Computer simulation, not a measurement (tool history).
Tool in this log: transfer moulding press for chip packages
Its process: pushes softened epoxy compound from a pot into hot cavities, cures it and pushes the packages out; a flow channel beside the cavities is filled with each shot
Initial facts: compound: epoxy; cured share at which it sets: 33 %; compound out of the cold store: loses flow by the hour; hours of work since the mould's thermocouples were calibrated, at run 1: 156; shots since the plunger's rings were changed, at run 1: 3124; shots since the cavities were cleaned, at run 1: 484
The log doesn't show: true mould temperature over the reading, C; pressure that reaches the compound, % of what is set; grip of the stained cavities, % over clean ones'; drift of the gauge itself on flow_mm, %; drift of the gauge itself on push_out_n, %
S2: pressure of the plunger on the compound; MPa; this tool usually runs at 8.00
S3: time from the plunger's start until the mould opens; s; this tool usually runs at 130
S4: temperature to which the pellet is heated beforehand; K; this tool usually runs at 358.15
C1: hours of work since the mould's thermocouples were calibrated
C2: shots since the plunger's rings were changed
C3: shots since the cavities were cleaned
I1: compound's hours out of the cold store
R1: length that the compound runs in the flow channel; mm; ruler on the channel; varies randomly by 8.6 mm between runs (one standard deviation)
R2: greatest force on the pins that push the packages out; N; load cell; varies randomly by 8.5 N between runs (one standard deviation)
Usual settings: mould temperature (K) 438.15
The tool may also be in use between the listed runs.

Run 1, hour 0.0: usual settings; C1 156; C2 3124; C3 484; I1 18.1. Result: R1 945 mm, R2 639 N.
Run 2, hour 45.4: usual settings but S3 114 s; C1 179; C2 3458; C3 818; I1 27.3. Result: R1 907 mm, R2 820 N.
At hour 79.6: cavities cleaned with cleaning compound and waxed.
Run 3, hour 90.5: usual settings but S3 114 s; C1 201; C2 3779; C3 80; I1 38.7. Result: R1 847 mm, R2 510 N.
Run 4, hour 126.9: usual settings but S3 114 s; C1 220; C2 4047; C3 348; I1 31.6. Result: R1 881 mm, R2 626 N.
Run 5, hour 161.4: usual settings but S3 114 s; C1 238; C2 4301; C3 602; I1 9.8. Result: R1 955 mm, R2 759 N.
Run 6, hour 195.3: usual settings but S2 6.91 MPa; C1 255; C2 4551; C3 852; I1 22.4. Result: R1 848 mm, R2 700 N.
At hour 224.3: cavities cleaned with cleaning compound and waxed.
Run 7, hour 232.9: usual settings but S2 6.91 MPa, S3 111 s; C1 274; C2 4816; C3 62; I1 28.1. Result: R1 819 mm, R2 483 N.
Run 8, hour 269.3: usual settings but S2 6.91 MPa, S3 111 s; C1 292; C2 5085; C3 331; I1 44.8. Result: R1 762 mm, R2 617 N.
Run 9, hour 299.6: usual settings; C1 308; C2 5308; C3 554; I1 17.6. Result: R1 915 mm, R2 605 N.
Run 10, hour 329.6: usual settings; C1 323; C2 5528; C3 774; I1 21.1. Result: R1 899 mm, R2 669 N.
Run 11, hour 351.2: usual settings; C1 334; C2 5688; C3 934; I1 14.6. Result: R1 920 mm, R2 711 N.
At hour 368.7: cavities cleaned with cleaning compound and waxed.
Run 12, hour 372.0: usual settings but S3 169 s; C1 344; C2 5830; C3 25; I1 31.4. Result: R1 841 mm, R2 365 N.
Run 13, hour 412.2: usual settings but S3 169 s; C1 365; C2 6126; C3 321; I1 30.4. Result: R1 853 mm, R2 489 N.
At hour 436.5: plunger's sealing rings changed.
Run 14, hour 450.0: usual settings; C1 383; C2 99; C3 580; I1 21.7. Result: R1 996 mm, R2 632 N.
Run 15, hour 476.2: usual settings; C1 396; C2 292; C3 773; I1 22.2. Result: R1 982 mm, R2 684 N.
Run 16, hour 503.1: usual settings but S3 118 s; C1 410; C2 490; C3 971; I1 38.3. Result: R1 924 mm, R2 767 N.
At hour 515.5: cavities cleaned with cleaning compound and waxed.
Run 17, hour 547.2: usual settings but S2 9.41 MPa, S3 117 s; C1 432; C2 804; C3 233; I1 44.9. Result: R1 973 mm, R2 557 N.
Run 18, hour 589.3: usual settings but S2 9.41 MPa, S3 117 s; C1 454; C2 1114; C3 543; I1 24.3. Result: R1 1041 mm, R2 675 N.
Run 19, hour 632.3: usual settings but mould temperature (K) 439.15, S2 7.93 MPa, S3 148 s, S4 363.15 K; C1 476; C2 1430; C3 859; I1 9.0. Result: R1 1008 mm, R2 652 N.
At hour 659.3: cavities cleaned with cleaning compound and waxed.
Run 20, hour 666.2: usual settings but mould temperature (K) 439.15, S2 9.35 MPa, S3 148 s, S4 363.15 K; C1 492; C2 1669; C3 51; I1 19.3. Result: R1 1034 mm, R2 376 N.
Run 21, hour 688.0: usual settings but mould temperature (K) 439.15, S2 9.35 MPa, S3 148 s, S4 363.15 K; C1 503; C2 1829; C3 211; I1 14.1. Result: R1 1073 mm, R2 462 N.
At hour 696.2: mould's thermocouples calibrated.
Run 22, hour 710.5: usual settings but mould temperature (K) 439.15, S2 9.35 MPa, S3 148 s, S4 363.15 K; C1 7; C2 1980; C3 362; I1 29.5. Result: R1 1001 mm, R2 523 N.
Run 23, hour 749.5: usual settings but mould temperature (K) 432.15, S2 8.24 MPa, S3 163 s, S4 353.15 K; C1 27; C2 2268; C3 650; I1 28.6. Result: R1 950 mm, R2 630 N.
Run 24, hour 777.0: usual settings but mould temperature (K) 433.15, S3 131 s, S4 363.15 K; C1 41; C2 2470; C3 852; I1 14.4. Result: R1 1000 mm, R2 828 N.
Run 25, hour 798.5: usual settings but mould temperature (K) 433.15, S3 131 s, S4 363.15 K; C1 52; C2 2628; C3 1010; I1 47.2. Result: R1 855 mm, R2 818 N.
At hour 805.5: cavities cleaned with cleaning compound and waxed.
Run 26, hour 840.3: usual settings but S3 169 s, S4 355.15 K; C1 73; C2 2925; C3 257; I1 46.6. Result: R1 863 mm, R2 470 N.
Run 27, hour 864.5: usual settings but S3 122 s, S4 352.15 K; C1 86; C2 3103; C3 435; I1 19.1. Result: R1 952 mm, R2 610 N.
Run 28, hour 896.4: usual settings but mould temperature (K) 433.15, S2 6.42 MPa, S3 134 s, S4 353.15 K; C1 102; C2 3338; C3 670; I1 37.3. Result: R1 792 mm, R2 762 N.

Consider 4 possible next runs. They are alternatives, not a sequence: every one starts from the tool as it was left by run 28. What does each give?
Run A, hour 919.9: usual settings but mould temperature (K) 444.15; C1 114; C2 3511; C3 843; I1 38.1. Result: R1 ?, R2 ?.
Run B, hour 919.9: usual settings but mould temperature (K) 440.15; C1 114; C2 3511; C3 843; I1 34.7. Result: R1 ?, R2 ?.
Run C, hour 919.9: usual settings but S2 7.36 MPa; C1 114; C2 3511; C3 843; I1 34.1. Result: R1 ?, R2 ?.
Run D, hour 919.9: usual settings but mould temperature (K) 430.15, S3 150 s, S4 351.15 K; C1 114; C2 3511; C3 843; I1 28.1. Result: R1 ?, R2 ?.

run   R1   R2
  A  858  666
  B  872  642
  C  827  689
  D  912  768
Stripped of hidden state, with their random variation kept, the same runs would have yielded:
run   R1   R2
  A  915  360
  B  930  343
  C  882  373
  D  973  410

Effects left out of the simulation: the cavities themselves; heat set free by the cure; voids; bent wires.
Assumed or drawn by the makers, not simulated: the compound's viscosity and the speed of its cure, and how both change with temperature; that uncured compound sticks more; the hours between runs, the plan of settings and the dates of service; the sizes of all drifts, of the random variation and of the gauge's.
